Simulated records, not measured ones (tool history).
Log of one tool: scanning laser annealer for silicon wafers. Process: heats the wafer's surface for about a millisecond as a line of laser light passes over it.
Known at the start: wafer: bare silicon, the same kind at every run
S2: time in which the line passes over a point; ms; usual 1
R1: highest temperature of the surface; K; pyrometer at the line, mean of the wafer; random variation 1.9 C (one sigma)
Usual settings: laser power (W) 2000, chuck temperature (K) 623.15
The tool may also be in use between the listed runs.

{"run": 1, "hour": 0.0, "laser power (W)": 2000, "S2": 1, "chuck temperature (K)": 623.15, "R1": 1385.15}
{"run": 2, "hour": 10.9, "laser power (W)": 2000, "S2": 1, "chuck temperature (K)": 623.15, "R1": 1385.15}
{"run": 3, "hour": 17.0, "laser power (W)": 2000, "S2": 1, "chuck temperature (K)": 623.15, "R1": 1389.15}
{"run": 4, "hour": 25.9, "laser power (W)": 1984, "S2": 1, "chuck temperature (K)": 623.15, "R1": 1380.15}
{"run": 5, "hour": 36.4, "laser power (W)": 1984, "S2": 1, "chuck temperature (K)": 623.15, "R1": 1382.15}
{"run": 6, "hour": 43.0, "laser power (W)": 1984, "S2": 1, "chuck temperature (K)": 623.15, "R1": 1378.15}
{"run": 7, "hour": 51.7, "laser power (W)": 1984, "S2": 1, "chuck temperature (K)": 623.15, "R1": 1380.15}
{"run": 8, "hour": 59.9, "laser power (W)": 1984, "S2": 1, "chuck temperature (K)": 623.15, "R1": 1375.15}
{"run": 9, "hour": 68.5, "laser power (W)": 1984, "S2": 1, "chuck temperature (K)": 623.15, "R1": 1379.15}
{"run": 10, "hour": 76.5, "laser power (W)": 1984, "S2": 1, "chuck temperature (K)": 623.15, "R1": 1380.15}
{"run": 11, "hour": 85.7, "laser power (W)": 1984, "S2": 1, "chuck temperature (K)": 623.15, "R1": 1379.15}
{"run": 12, "hour": 96.2, "laser power (W)": 2000, "S2": 1, "chuck temperature (K)": 623.15, "R1": 1385.15}
{"run": 13, "hour": 106.9, "laser power (W)": 2000, "S2": 1, "chuck temperature (K)": 623.15, "R1": 1380.15}
{"run": 14, "hour": 117.3, "laser power (W)": 2188, "S2": 0.78, "chuck temperature (K)": 661.15, "R1": 1390.15}
{"run": 15, "hour": 122.8, "laser power (W)": 2000, "S2": 0.79, "chuck temperature (K)": 604.15, "R1": 1276.15}
{"run": 16, "hour": 133.6, "laser power (W)": 1877, "S2": 1.22, "chuck temperature (K)": 647.15, "R1": 1446.15}
{"run": 17, "hour": 145.1, "laser power (W)": 1877, "S2": 1.22, "chuck temperature (K)": 647.15, "R1": 1442.15}
{"run": 18, "hour": 156.2, "laser power (W)": 1788, "S2": 1.05, "chuck temperature (K)": 587.15, "R1": 1289.15}
{"run": 19, "hour": 161.8, "laser power (W)": 1713, "S2": 1, "chuck temperature (K)": 621.15, "R1": 1277.15}

Run 20 comes next. What will it give?
{"run": 20, "hour": 171.2, "laser power (W)": 2000, "S2": 1, "chuck temperature (K)": 589.15, "R1": "?"}

{"run 20": {"R1": 1350.15}}
Without the tool's hidden state the same run would have given R1 1363.15 K.
